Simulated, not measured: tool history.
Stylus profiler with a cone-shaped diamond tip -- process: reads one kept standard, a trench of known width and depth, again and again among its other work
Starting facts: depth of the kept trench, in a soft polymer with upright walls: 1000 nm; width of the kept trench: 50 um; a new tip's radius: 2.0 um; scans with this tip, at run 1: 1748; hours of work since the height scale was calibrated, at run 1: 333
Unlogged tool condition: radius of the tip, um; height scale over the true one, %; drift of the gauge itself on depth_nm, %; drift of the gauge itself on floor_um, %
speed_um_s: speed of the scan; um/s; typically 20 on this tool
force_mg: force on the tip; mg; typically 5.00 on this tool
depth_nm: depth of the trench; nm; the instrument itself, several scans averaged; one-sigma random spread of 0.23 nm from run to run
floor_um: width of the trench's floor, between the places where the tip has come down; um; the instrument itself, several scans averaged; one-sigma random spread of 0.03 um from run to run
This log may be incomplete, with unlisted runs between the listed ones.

run,hour,speed_um_s,force_mg,scans with this tip,hours of work since the height scale was calibrated,depth_nm,floor_um
1,0.0,20,5.00,1748,333,1007.98,46.31
2,67.7,20,5.00,1921,366,1008.04,46.31
3,137.0,20,5.00,2097,400,1007.76,46.37
4,222.6,20,5.00,2314,441,1007.82,46.23
5,269.5,20,5.00,2433,464,1007.48,46.25
6,325.4,20,5.00,2576,491,1007.38,46.29
7,364.6,20,5.00,2675,510,1007.55,46.26
8,411.2,20,5.00,2794,533,1007.72,46.21
9,484.2,41,5.00,2980,568,1007.42,46.15
10,521.1,20,5.00,3073,586,1007.08,46.17
11,579.7,20,5.00,3222,615,1007.32,46.24
12,659.4,20,4.93,3425,653,1007.02,46.18
13,750.6,20,5.00,3657,697,1007.22,46.19
14,815.5,20,5.00,3822,729,1006.87,46.16
15,892.1,20,5.00,4017,766,1006.65,46.15
16,941.5,20,5.00,4142,790,1006.25,46.06
17,1016.3,10,5.00,4332,826,1006.71,46.13
18,1106.8,20,5.00,4563,870,1006.40,46.08
19,1189.7,20,5.00,4773,910,1006.72,46.04
20,1268.4,20,5.00,4974,949,1006.78,46.05
21,1313.3,20,5.00,5088,970,1006.24,46.06
22,1378.8,20,5.00,5254,1002,1006.50,46.02
23,1462.9,20,5.00,5468,1043,1005.60,46.02
24,1507.0,20,5.00,5580,1064,1005.67,46.04
25,1561.5,34,2.72,5719,1091,1002.98,45.86
26,1603.6,79,7.48,5826,1111,1009.07,45.85
27,1647.9,40,7.48,5938,1133,1008.59,45.91
28,1712.6,7,8.64,6103,1164,1009.48,45.99
29,1785.9,9,8.53,6289,1199,1009.75,46.03
30,1838.3,9,8.53,6422,1225,1009.77,45.93
31,1919.9,9,8.53,6630,1264,1009.47,45.93
32,1957.1,18,2.30,6725,1283,1001.65,45.86
33,2012.1,18,2.39,6864,1309,1001.83,45.87
34,2058.1,51,3.86,6981,1331,1004.08,45.71
35,2109.0,51,3.86,7111,1356,1004.02,45.76
36,2161.1,12,2.40,7243,1381,1001.95,45.86
37,2242.1,12,2.40,7449,1421,1001.82,45.85
38,2319.7,18,6.94,7647,1458,1007.32,45.84
39,2401.6,6,5.00,7855,1498,1004.62,45.83
40,2439.4,18,14.80,7951,1516,1014.18,45.84
41,2488.4,18,14.80,8075,1540,1014.07,45.87

Each run again, without the hidden state but with its own random variation kept:
run,depth_nm,floor_um
1,1008.86,46.43
2,1009.01,46.45
3,1008.81,46.52
4,1008.97,46.40
5,1008.69,46.43
6,1008.67,46.49
7,1008.89,46.47
8,1009.12,46.42
9,1008.90,46.38
10,1008.60,46.41
11,1008.92,46.49
12,1008.72,46.45
13,1009.03,46.48
14,1008.78,46.47
15,1008.66,46.47
16,1008.32,46.40
17,1008.87,46.48
18,1008.69,46.45
19,1009.12,46.44
20,1009.28,46.46
21,1008.80,46.48
22,1009.15,46.46
23,1008.34,46.48
24,1008.46,46.50
25,1005.84,46.34
26,1012.00,46.33
27,1011.57,46.41
28,1012.55,46.50
29,1012.91,46.56
30,1012.99,46.47
31,1012.79,46.49
32,1004.99,46.43
33,1005.24,46.44
34,1007.55,46.29
35,1007.55,46.36
36,1005.54,46.47
37,1005.52,46.47
38,1011.13,46.48
39,1008.53,46.49
40,1018.16,46.50
41,1018.12,46.55
